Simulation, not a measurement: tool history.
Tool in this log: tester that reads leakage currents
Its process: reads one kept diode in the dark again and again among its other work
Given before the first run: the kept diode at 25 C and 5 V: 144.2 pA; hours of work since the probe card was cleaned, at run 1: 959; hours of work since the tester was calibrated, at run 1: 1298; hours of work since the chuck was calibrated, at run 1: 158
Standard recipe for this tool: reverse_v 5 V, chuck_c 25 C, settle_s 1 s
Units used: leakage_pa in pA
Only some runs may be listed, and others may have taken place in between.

run   hour  reverse_v  chuck_c  settle_s  hours of work since the probe card was cleaned  hours of work since the tester was calibrated  hours of work since the chuck was calibrated  leakage_pa
  1      0          5       25         1                                             959                                           1298                                           158      156.68
  2   33.7          5       25         1                                             974                                           1312                                           172      157.73
  3   62.7          5       25         1                                             987                                           1325                                           185      157.52
  4  103.5          5       25      1.38                                            1004                                           1343                                           202      158.33
  5  129.6          5       25      1.38                                            1016                                           1354                                           214      159.15
  6  161.1          5       51      1.38                                            1029                                           1368                                           227     1072.27
  7  215.5          5       51      1.38                                            1053                                           1391                                           251     1076.04
  8  251.5       3.36       59      0.89                                            1069                                           1407                                           267     1540.03
  9  279.8          5       58         1                                            1081                                           1419                                           279     1727.34
 10  308.6       1.63       22      4.02                                            1093                                           1432                                           291       74.57
 11    352       1.63       22      4.02                                            1112                                           1450                                           310       74.97

Below are 4 alternative next runs, each starting from the tool's condition after run 11. Predict each:
  A  405.2      10.53       52      4.02                                            1135                                           1474                                           333           ?
  B  405.2       1.63       24      3.58                                            1135                                           1474                                           333           ?
  C  405.2       1.16       28      0.33                                            1135                                           1474                                           333           ?
  D  405.2       1.63       45      4.02                                            1135                                           1474                                           333           ?

run  leakage_pa
  A     1652.51
  B       88.48
  C       104.1
  D      430.74
With the hidden condition removed and each run's random variation left untouched, the same runs would have given:
run  leakage_pa
  A     1531.18
  B       79.85
  C       95.05
  D      399.35
